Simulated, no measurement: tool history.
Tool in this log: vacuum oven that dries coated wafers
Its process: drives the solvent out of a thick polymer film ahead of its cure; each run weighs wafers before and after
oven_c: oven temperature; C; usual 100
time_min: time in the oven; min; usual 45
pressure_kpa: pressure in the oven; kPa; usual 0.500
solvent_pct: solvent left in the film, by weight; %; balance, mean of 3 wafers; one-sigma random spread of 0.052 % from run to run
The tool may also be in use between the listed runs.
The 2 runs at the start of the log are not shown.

run,hour,oven_c,time_min,pressure_kpa,solvent_pct
3,41.3,100,45,0.500,1.81
4,55.5,100,45,0.500,1.87
5,76.4,100,45,0.500,1.84
6,105.2,100,45,0.500,1.88
7,121.9,100,40,0.500,2.43
8,141.1,100,40,0.500,2.36
9,167.3,100,40,0.500,2.19
10,189.5,100,45,0.500,1.85
11,207.6,100,45,0.500,1.82
12,236.4,100,45,0.500,1.78
13,256.5,109,45,0.500,0.52
14,286.6,100,49,0.500,1.60
15,307.9,100,49,0.500,1.60
16,325.5,100,49,0.500,1.56
17,351.4,100,49,0.500,1.59
18,364.2,100,45,0.500,1.91
19,393.4,86,37,1.458,9.59
20,416.3,107,23,1.458,3.16
21,434.5,108,50,0.272,0.32
22,463.2,110,50,0.272,0.25
23,486.5,110,50,0.272,0.30
24,503.7,96,45,0.276,3.18
25,534.9,106,80,1.541,0.71

The next listed run, before its measurement:
26,559.8,106,80,1.541,?

{"run 26": {"solvent_pct": 0.84}}
On a tool with no hidden condition, and with the same random variation, this run would have come out at solvent_pct 0.70 %.
